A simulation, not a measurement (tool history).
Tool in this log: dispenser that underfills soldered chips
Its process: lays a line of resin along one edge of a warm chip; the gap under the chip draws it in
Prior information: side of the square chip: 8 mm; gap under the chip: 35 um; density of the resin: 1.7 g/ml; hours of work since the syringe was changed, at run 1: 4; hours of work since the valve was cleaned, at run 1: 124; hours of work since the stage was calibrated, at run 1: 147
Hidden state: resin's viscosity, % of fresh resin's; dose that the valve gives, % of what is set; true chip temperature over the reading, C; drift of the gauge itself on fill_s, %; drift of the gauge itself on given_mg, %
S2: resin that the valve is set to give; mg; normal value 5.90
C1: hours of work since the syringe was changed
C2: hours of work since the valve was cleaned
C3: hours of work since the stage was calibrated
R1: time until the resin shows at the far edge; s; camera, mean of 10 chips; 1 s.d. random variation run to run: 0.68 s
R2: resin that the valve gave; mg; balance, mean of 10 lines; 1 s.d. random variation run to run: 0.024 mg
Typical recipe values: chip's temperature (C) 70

{"run": 1, "hour": 0.0, "chip's temperature (C)": 70, "S2": 5.9, "C1": 4, "C2": 124, "C3": 147, "R1": 77.6, "R2": 5.45}
{"run": 2, "hour": 4.7, "chip's temperature (C)": 84, "S2": 5.9, "C1": 7, "C2": 128, "C3": 151, "R1": 53.0, "R2": 5.43}
{"run": 3, "hour": 7.9, "chip's temperature (C)": 70, "S2": 6.73, "C1": 10, "C2": 130, "C3": 153, "R1": 118.8, "R2": 6.18}
{"hour": 8.6, "done": "new syringe of resin"}
{"run": 4, "hour": 10.3, "chip's temperature (C)": 70, "S2": 6.73, "C1": 1, "C2": 132, "C3": 155, "R1": 63.5, "R2": 6.19}
{"run": 5, "hour": 12.7, "chip's temperature (C)": 70, "S2": 6.59, "C1": 3, "C2": 134, "C3": 156, "R1": 73.5, "R2": 6.03}
{"run": 6, "hour": 15.1, "chip's temperature (C)": 70, "S2": 5.9, "C1": 5, "C2": 135, "C3": 158, "R1": 85.0, "R2": 5.37}
{"run": 7, "hour": 19.5, "chip's temperature (C)": 70, "S2": 5.9, "C1": 8, "C2": 139, "C3": 161, "R1": 107.7, "R2": 5.38}
{"hour": 22.8, "done": "dispensing valve cleaned and set on the balance"}
{"hour": 23.3, "done": "new syringe of resin"}
{"run": 8, "hour": 24.4, "chip's temperature (C)": 79, "S2": 5.9, "C1": 1, "C2": 1, "C3": 164, "R1": 41.2, "R2": 5.9}
{"run": 9, "hour": 29.5, "chip's temperature (C)": 79, "S2": 5.9, "C1": 5, "C2": 5, "C3": 168, "R1": 54.5, "R2": 5.9}
{"run": 10, "hour": 32.7, "chip's temperature (C)": 73, "S2": 5.9, "C1": 7, "C2": 7, "C3": 170, "R1": 85.3, "R2": 5.91}
{"run": 11, "hour": 35.8, "chip's temperature (C)": 59, "S2": 5.9, "C1": 9, "C2": 10, "C3": 173, "R1": 195.4, "R2": 5.87}
{"hour": 37.2, "done": "new syringe of resin"}
{"run": 12, "hour": 38.8, "chip's temperature (C)": 81, "S2": 5.9, "C1": 1, "C2": 12, "C3": 175, "R1": 38.5, "R2": 5.86}
{"run": 13, "hour": 41.5, "chip's temperature (C)": 81, "S2": 5.96, "C1": 3, "C2": 14, "C3": 177, "R1": 43.6, "R2": 5.94}
{"run": 14, "hour": 46.4, "chip's temperature (C)": 81, "S2": 5.96, "C1": 7, "C2": 17, "C3": 180, "R1": 58.7, "R2": 5.89}
{"hour": 50.9, "done": "new syringe of resin"}
{"run": 15, "hour": 51.7, "chip's temperature (C)": 81, "S2": 5.96, "C1": 1, "C2": 21, "C3": 184, "R1": 36.4, "R2": 5.92}
{"run": 16, "hour": 55.9, "chip's temperature (C)": 60, "S2": 5.9, "C1": 4, "C2": 24, "C3": 187, "R1": 119.0, "R2": 5.82}
{"run": 17, "hour": 59.9, "chip's temperature (C)": 75, "S2": 5.9, "C1": 7, "C2": 27, "C3": 190, "R1": 75.5, "R2": 5.82}
{"run": 18, "hour": 63.5, "chip's temperature (C)": 70, "S2": 5.9, "C1": 9, "C2": 30, "C3": 193, "R1": 115.1, "R2": 5.79}
{"hour": 64.9, "done": "new syringe of resin"}
{"run": 19, "hour": 68.6, "chip's temperature (C)": 70, "S2": 5.9, "C1": 3, "C2": 33, "C3": 197, "R1": 71.7, "R2": 5.8}
{"run": 20, "hour": 71.3, "chip's temperature (C)": 70, "S2": 5.9, "C1": 5, "C2": 35, "C3": 199, "R1": 83.9, "R2": 5.79}
{"run": 21, "hour": 74.6, "chip's temperature (C)": 70, "S2": 5.9, "C1": 7, "C2": 38, "C3": 201, "R1": 100.0, "R2": 5.8}
{"run": 22, "hour": 76.9, "chip's temperature (C)": 64, "S2": 6.59, "C1": 9, "C2": 40, "C3": 203, "R1": 148.2, "R2": 6.4}
{"hour": 78.6, "done": "new syringe of resin"}
{"run": 23, "hour": 81.1, "chip's temperature (C)": 62, "S2": 5.7, "C1": 2, "C2": 43, "C3": 206, "R1": 96.7, "R2": 5.57}
{"run": 24, "hour": 86.1, "chip's temperature (C)": 62, "S2": 5.7, "C1": 6, "C2": 46, "C3": 210, "R1": 129.1, "R2": 5.54}
{"run": 25, "hour": 90.4, "chip's temperature (C)": 57, "S2": 5.9, "C1": 9, "C2": 50, "C3": 213, "R1": 211.5, "R2": 5.75}
{"hour": 92.4, "done": "new syringe of resin"}
{"run": 26, "hour": 94.9, "chip's temperature (C)": 57, "S2": 5.9, "C1": 2, "C2": 53, "C3": 216, "R1": 125.9, "R2": 5.7}
{"run": 27, "hour": 99.7, "chip's temperature (C)": 57, "S2": 5.9, "C1": 5, "C2": 56, "C3": 219, "R1": 161.9, "R2": 5.68}
{"run": 28, "hour": 101.8, "chip's temperature (C)": 60, "S2": 5.31, "C1": 7, "C2": 58, "C3": 221, "R1": 161.9, "R2": 5.17}
{"hour": 106.3, "done": "new syringe of resin"}
{"run": 29, "hour": 107.2, "chip's temperature (C)": 75, "S2": 6.0, "C1": 1, "C2": 62, "C3": 225, "R1": 47.8, "R2": 5.81}
{"run": 30, "hour": 111.0, "chip's temperature (C)": 71, "S2": 6.67, "C1": 4, "C2": 65, "C3": 228, "R1": 69.9, "R2": 6.39}
{"run": 31, "hour": 114.3, "chip's temperature (C)": 67, "S2": 5.19, "C1": 6, "C2": 67, "C3": 230, "R1": 106.2, "R2": 5.01}
{"run": 32, "hour": 116.6, "chip's temperature (C)": 76, "S2": 5.94, "C1": 8, "C2": 69, "C3": 232, "R1": 76.1, "R2": 5.69}
{"run": 33, "hour": 119.4, "chip's temperature (C)": 76, "S2": 5.94, "C1": 10, "C2": 71, "C3": 234, "R1": 88.6, "R2": 5.65}
{"hour": 120.1, "done": "new syringe of resin"}
{"run": 34, "hour": 124.2, "chip's temperature (C)": 65, "S2": 7.68, "C1": 3, "C2": 74, "C3": 237, "R1": 89.7, "R2": 7.37}
{"run": 35, "hour": 127.2, "chip's temperature (C)": 65, "S2": 5.57, "C1": 5, "C2": 77, "C3": 240, "R1": 108.5, "R2": 5.32}
{"run": 36, "hour": 129.8, "chip's temperature (C)": 59, "S2": 6.0, "C1": 7, "C2": 79, "C3": 242, "R1": 166.3, "R2": 5.7}

Pick out some run-to-run changes in R1. Of each, how much would a tool without hidden state show as well, from the settings, what came in and chance, and how much is left for the hidden state and any gauge scatter not in both results compared?
Run 10 -> 11: chip's temperature (C) 73 -> 59. R1 +110.1 s: hidden state +59.6, all else +50.5.
Run 11 -> 12: chip's temperature (C) 59 -> 81, new syringe of resin. R1 -156.9 s: hidden state -89.6, all else -67.3.
Run 25 -> 26: new syringe of resin. R1 -85.6 s: hidden state -83.8, all else -1.8.
Run 28 -> 29: chip's temperature (C) 60 -> 75, S2 5.31 -> 6.00, new syringe of resin. R1 -114.1 s: hidden state -60.8, all else -53.3.

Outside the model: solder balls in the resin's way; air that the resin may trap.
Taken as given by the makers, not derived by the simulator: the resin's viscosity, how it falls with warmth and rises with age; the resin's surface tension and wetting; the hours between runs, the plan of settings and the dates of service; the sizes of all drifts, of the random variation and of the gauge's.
